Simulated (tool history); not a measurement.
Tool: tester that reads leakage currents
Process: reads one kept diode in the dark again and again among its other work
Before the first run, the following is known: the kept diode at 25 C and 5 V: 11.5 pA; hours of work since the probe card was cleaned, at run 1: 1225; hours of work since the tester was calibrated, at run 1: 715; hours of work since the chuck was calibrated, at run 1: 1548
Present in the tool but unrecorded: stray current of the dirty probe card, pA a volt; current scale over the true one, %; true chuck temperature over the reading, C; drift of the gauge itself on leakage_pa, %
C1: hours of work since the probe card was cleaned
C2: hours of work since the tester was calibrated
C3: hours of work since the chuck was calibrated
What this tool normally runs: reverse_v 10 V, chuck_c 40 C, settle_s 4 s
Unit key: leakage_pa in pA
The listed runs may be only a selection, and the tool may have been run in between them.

run 1 hour=0 | reverse_v=10 chuck_c=40 settle_s=4 | C1=1225 C2=715 C3=1548 | leakage_pa=68.92
run 2 hour=106.1 | reverse_v=10 chuck_c=40 settle_s=4 | C1=1272 C2=763 C3=1596 | leakage_pa=69.05
run 3 hour=185.2 | reverse_v=10 chuck_c=40 settle_s=4.22 | C1=1307 C2=798 C3=1631 | leakage_pa=68.73
run 4 hour=258.5 | reverse_v=10 chuck_c=40 settle_s=4.22 | C1=1340 C2=831 C3=1663 | leakage_pa=69.03
run 5 hour=311.7 | reverse_v=10 chuck_c=40 settle_s=4.22 | C1=1364 C2=854 C3=1687 | leakage_pa=69.24
run 6 hour=358.3 | reverse_v=1.7 chuck_c=40 settle_s=4 | C1=1384 C2=875 C3=1708 | leakage_pa=25.23
run 7 hour=422.3 | reverse_v=1.7 chuck_c=40 settle_s=4 | C1=1413 C2=904 C3=1737 | leakage_pa=25.3
run 8 hour=527.7 | reverse_v=1.7 chuck_c=40 settle_s=4 | C1=1460 C2=951 C3=1784 | leakage_pa=25.13
run 9 hour=576.3 | reverse_v=1.7 chuck_c=40 settle_s=4 | C1=1482 C2=972 C3=1805 | leakage_pa=25.12
run 10 hour=642.1 | reverse_v=10 chuck_c=40 settle_s=4 | C1=1511 C2=1002 C3=1835 | leakage_pa=68.87
run 11 hour=723.9 | reverse_v=10 chuck_c=40 settle_s=4 | C1=1547 C2=1038 C3=1871 | leakage_pa=68.5
run 12 hour=814.8 | reverse_v=10 chuck_c=40 settle_s=4 | C1=1588 C2=1079 C3=1912 | leakage_pa=69.11
run 13 hour=919.5 | reverse_v=10 chuck_c=40 settle_s=4 | C1=1635 C2=1125 C3=1958 | leakage_pa=69.14
run 14 hour=975.5 | reverse_v=10.9 chuck_c=40 settle_s=4 | C1=1660 C2=1150 C3=1983 | leakage_pa=72.05
run 15 hour=1040.7 | reverse_v=10.9 chuck_c=40 settle_s=4 | C1=1689 C2=1179 C3=2012 | leakage_pa=72
run 16 hour=1100.1 | reverse_v=10.9 chuck_c=40 settle_s=4 | C1=1715 C2=1206 C3=2039 | leakage_pa=72.47
run 17 hour=1174.1 | reverse_v=10.9 chuck_c=40 settle_s=4 | C1=1748 C2=1239 C3=2072 | leakage_pa=72.31
run 18 hour=1231.1 | reverse_v=10.9 chuck_c=40 settle_s=4 | C1=1774 C2=1264 C3=2097 | leakage_pa=72.39
run 19 hour=1315.7 | reverse_v=10.9 chuck_c=40 settle_s=4 | C1=1811 C2=1302 C3=2135 | leakage_pa=72.35
run 20 hour=1394.6 | reverse_v=10.9 chuck_c=21 settle_s=4 | C1=1847 C2=1337 C3=2170 | leakage_pa=13.38
run 21 hour=1454.5 | reverse_v=10 chuck_c=43 settle_s=2.18 | C1=1873 C2=1364 C3=2197 | leakage_pa=89.2
run 22 hour=1518.9 | reverse_v=10 chuck_c=43 settle_s=2.18 | C1=1902 C2=1393 C3=2226 | leakage_pa=90.13
run 23 hour=1616.6 | reverse_v=5.7 chuck_c=40 settle_s=4 | C1=1946 C2=1436 C3=2269 | leakage_pa=50.08
run 24 hour=1717.1 | reverse_v=11.8 chuck_c=23 settle_s=4 | C1=1991 C2=1481 C3=2314 | leakage_pa=16.67
-- hour=1794.8 chuck's temperature calibrated
run 25 hour=1805.7 | reverse_v=14.3 chuck_c=27 settle_s=4.17 | C1=2029 C2=1520 C3=5 | leakage_pa=26.8
run 26 hour=1851.4 | reverse_v=5.7 chuck_c=27 settle_s=0.51 | C1=2050 C2=1540 C3=25 | leakage_pa=19.57
run 27 hour=1912.6 | reverse_v=5.7 chuck_c=27 settle_s=0.51 | C1=2077 C2=1567 C3=53 | leakage_pa=19.46
run 28 hour=2004.4 | reverse_v=2.4 chuck_c=37 settle_s=2.44 | C1=2118 C2=1608 C3=93 | leakage_pa=23.83
run 29 hour=2100.6 | reverse_v=2.4 chuck_c=37 settle_s=2.44 | C1=2161 C2=1651 C3=136 | leakage_pa=23.68
run 30 hour=2160 | reverse_v=2.4 chuck_c=30 settle_s=2.44 | C1=2187 C2=1678 C3=163 | leakage_pa=12.66
run 31 hour=2207.1 | reverse_v=2.4 chuck_c=30 settle_s=2.44 | C1=2208 C2=1699 C3=184 | leakage_pa=12.74
run 32 hour=2299.5 | reverse_v=7.8 chuck_c=27 settle_s=0.94 | C1=2249 C2=1740 C3=225 | leakage_pa=21.16
run 33 hour=2366.6 | reverse_v=5 chuck_c=40 settle_s=0.41 | C1=2279 C2=1770 C3=255 | leakage_pa=50.78
run 34 hour=2452.3 | reverse_v=10 chuck_c=28 settle_s=4 | C1=2318 C2=1808 C3=293 | leakage_pa=23.97
run 35 hour=2508.3 | reverse_v=10 chuck_c=28 settle_s=3.28 | C1=2343 C2=1833 C3=318 | leakage_pa=24.01
run 36 hour=2597.1 | reverse_v=3 chuck_c=40 settle_s=1.51 | C1=2382 C2=1873 C3=358 | leakage_pa=35.16
run 37 hour=2640.2 | reverse_v=12.7 chuck_c=35 settle_s=1.51 | C1=2401 C2=1892 C3=377 | leakage_pa=53.04
run 38 hour=2687.9 | reverse_v=12.7 chuck_c=35 settle_s=1.51 | C1=2423 C2=1913 C3=398 | leakage_pa=53.04
run 39 hour=2734.5 | reverse_v=12.7 chuck_c=35 settle_s=1.51 | C1=2443 C2=1934 C3=419 | leakage_pa=52.86
run 40 hour=2802.4 | reverse_v=13.5 chuck_c=26 settle_s=9.48 | C1=2474 C2=1964 C3=449 | leakage_pa=22.92

Below are 3 alternative next runs, each starting from the tool's condition after run 40. Predict each:
run A hour=2847.6 | reverse_v=2.3 chuck_c=40 settle_s=4 | C1=2494 C2=1985 C3=470 | leakage_pa=?
run B hour=2847.6 | reverse_v=2.1 chuck_c=38 settle_s=2.05 | C1=2494 C2=1985 C3=470 | leakage_pa=?
run C hour=2847.6 | reverse_v=10 chuck_c=40 settle_s=0.53 | C1=2494 C2=1985 C3=470 | leakage_pa=?

run=A leakage_pa=30.03
run=B leakage_pa=24.13
run=C leakage_pa=75.14
With no hidden state in the tool, these same runs would have given:
run=A leakage_pa=30.02
run=B leakage_pa=24.12
run=C leakage_pa=75.11
